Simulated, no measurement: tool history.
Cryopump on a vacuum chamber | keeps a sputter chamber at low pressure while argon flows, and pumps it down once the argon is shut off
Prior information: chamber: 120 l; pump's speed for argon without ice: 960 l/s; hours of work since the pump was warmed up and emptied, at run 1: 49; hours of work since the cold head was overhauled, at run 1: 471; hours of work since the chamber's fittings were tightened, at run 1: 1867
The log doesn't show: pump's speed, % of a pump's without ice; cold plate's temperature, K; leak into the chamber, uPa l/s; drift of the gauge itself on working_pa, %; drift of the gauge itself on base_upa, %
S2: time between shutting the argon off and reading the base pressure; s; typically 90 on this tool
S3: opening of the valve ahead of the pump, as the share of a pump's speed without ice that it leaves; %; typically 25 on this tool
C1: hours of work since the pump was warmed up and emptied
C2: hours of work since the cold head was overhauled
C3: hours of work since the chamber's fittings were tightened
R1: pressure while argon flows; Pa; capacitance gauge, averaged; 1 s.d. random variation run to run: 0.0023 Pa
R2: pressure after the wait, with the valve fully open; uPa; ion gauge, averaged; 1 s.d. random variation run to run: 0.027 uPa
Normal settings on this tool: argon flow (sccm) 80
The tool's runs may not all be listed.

Run 1, day 0.000: usual settings; C1 49; C2 471; C3 1867. Result: R1 0.5709 Pa, R2 1.85 uPa.
Run 2, day 2.154: usual settings; C1 75; C2 497; C3 1894. Result: R1 0.5727 Pa, R2 1.83 uPa.
Run 3, day 6.542: usual settings; C1 129; C2 551; C3 1947. Result: R1 0.5771 Pa, R2 1.91 uPa.
Run 4, day 9.212: usual settings; C1 162; C2 584; C3 1980. Result: R1 0.5802 Pa, R2 2.00 uPa.
At day 13.954: leaking fittings of the chamber tightened, without venting.
Run 5, day 14.479: usual settings but argon flow (sccm) 121; C1 225; C2 647; C3 6. Result: R1 0.8952 Pa, R2 1.26 uPa.
Run 6, day 17.771: usual settings but argon flow (sccm) 121; C1 266; C2 688; C3 47. Result: R1 0.8965 Pa, R2 1.33 uPa.
Run 7, day 21.671: usual settings but S3 16 %; C1 313; C2 736; C3 95. Result: R1 0.9138 Pa, R2 1.32 uPa.
At day 25.504: pump warmed up, emptied and cooled again.
Run 8, day 26.438: usual settings; C1 11; C2 792; C3 151. Result: R1 0.5647 Pa, R2 1.35 uPa.
Run 9, day 29.454: usual settings but argon flow (sccm) 60; C1 48; C2 829; C3 188. Result: R1 0.4247 Pa, R2 1.30 uPa.
Run 10, day 33.433: usual settings but argon flow (sccm) 60; C1 97; C2 877; C3 237. Result: R1 0.4280 Pa, R2 1.40 uPa.
Run 11, day 36.404: usual settings but S3 30 %; C1 134; C2 914; C3 273. Result: R1 0.4830 Pa, R2 1.41 uPa.
Run 12, day 40.450: usual settings but S3 30 %; C1 183; C2 964; C3 323. Result: R1 0.4908 Pa, R2 1.40 uPa.
Run 13, day 45.154: usual settings; C1 241; C2 1021; C3 380. Result: R1 0.5887 Pa, R2 1.47 uPa.
Run 14, day 49.421: usual settings; C1 294; C2 1074; C3 433. Result: R1 0.5948 Pa, R2 1.47 uPa.
Run 15, day 52.721: usual settings but S3 38 %; C1 334; C2 1114; C3 473. Result: R1 0.4094 Pa, R2 1.50 uPa.
At day 54.888: pump warmed up, emptied and cooled again.
Run 16, day 58.217: usual settings but argon flow (sccm) 69, S2 50 s; C1 41; C2 1179; C3 538. Result: R1 0.4888 Pa, R2 2.08 uPa.
Run 17, day 60.533: usual settings but argon flow (sccm) 33, S2 194 s, S3 31 %; C1 69; C2 1208; C3 567. Result: R1 0.1928 Pa, R2 0.95 uPa.
Run 18, day 64.454: usual settings but argon flow (sccm) 59, S2 37 s, S3 45 %; C1 117; C2 1256; C3 615. Result: R1 0.2401 Pa, R2 2.73 uPa.
Run 19, day 68.092: usual settings but argon flow (sccm) 59, S2 172 s, S3 45 %; C1 162; C2 1300; C3 659. Result: R1 0.2458 Pa, R2 1.07 uPa.
Run 20, day 72.921: usual settings but argon flow (sccm) 39, S2 172 s, S3 45 %; C1 221; C2 1360; C3 719. Result: R1 0.1651 Pa, R2 1.10 uPa.
Run 21, day 77.450: usual settings but argon flow (sccm) 42, S2 161 s, S3 58 %; C1 277; C2 1415; C3 774. Result: R1 0.1436 Pa, R2 1.18 uPa.
Run 22, day 80.979: usual settings but argon flow (sccm) 83, S2 74 s, S3 21 %; C1 320; C2 1459; C3 818. Result: R1 0.7351 Pa, R2 1.79 uPa.
At day 84.267: pump warmed up, emptied and cooled again.
Run 23, day 85.804: usual settings but argon flow (sccm) 83, S2 74 s, S3 21 %; C1 19; C2 1515; C3 874. Result: R1 0.7044 Pa, R2 1.70 uPa.
Run 24, day 89.050: usual settings but argon flow (sccm) 69, S2 74 s, S3 57 %; C1 59; C2 1555; C3 914. Result: R1 0.2200 Pa, R2 1.72 uPa.
Run 25, day 94.146: usual settings but S2 156 s, S3 34 %; C1 121; C2 1618; C3 977. Result: R1 0.4256 Pa, R2 1.21 uPa.
Run 26, day 98.788: usual settings but S2 89 s, S3 23 %; C1 178; C2 1675; C3 1034. Result: R1 0.6346 Pa, R2 1.60 uPa.
Run 27, day 102.379: usual settings but S2 89 s, S3 23 %; C1 222; C2 1719; C3 1078. Result: R1 0.6358 Pa, R2 1.62 uPa.
Run 28, day 105.150: usual settings but argon flow (sccm) 49, S2 249 s, S3 48 %; C1 256; C2 1753; C3 1112. Result: R1 0.1976 Pa, R2 1.09 uPa.

Consider 5 possible next runs. They are alternatives, not a sequence: every one starts from the tool as it was left by run 28. What does each give?
Run A, day 107.542: usual settings but argon flow (sccm) 47; C1 286; C2 1782; C3 1141. Result: R1 ?, R2 ?.
Run B, day 107.542: usual settings but argon flow (sccm) 101; C1 286; C2 1782; C3 1141. Result: R1 ?, R2 ?.
Run C, day 107.542: usual settings but argon flow (sccm) 146, S2 133 s, S3 40 %; C1 286; C2 1782; C3 1141. Result: R1 ?, R2 ?.
Run D, day 107.542: usual settings but S2 115 s, S3 37 %; C1 286; C2 1782; C3 1141. Result: R1 ?, R2 ?.
Run E, day 107.542: usual settings but S2 41 s; C1 286; C2 1782; C3 1141. Result: R1 ?, R2 ?.

run      R1    R2
  A  0.3515  1.70
  B  0.7483  1.73
  C  0.7005  1.40
  D  0.4127  1.54
  E  0.5966  2.72
The same runs, with their run-to-run variation unchanged, on a tool lacking any hidden condition would have given:
run      R1    R2
  A  0.3327  1.22
  B  0.7080  1.25
  C  0.6422  0.92
  D  0.3807  1.05
  E  0.5645  2.24

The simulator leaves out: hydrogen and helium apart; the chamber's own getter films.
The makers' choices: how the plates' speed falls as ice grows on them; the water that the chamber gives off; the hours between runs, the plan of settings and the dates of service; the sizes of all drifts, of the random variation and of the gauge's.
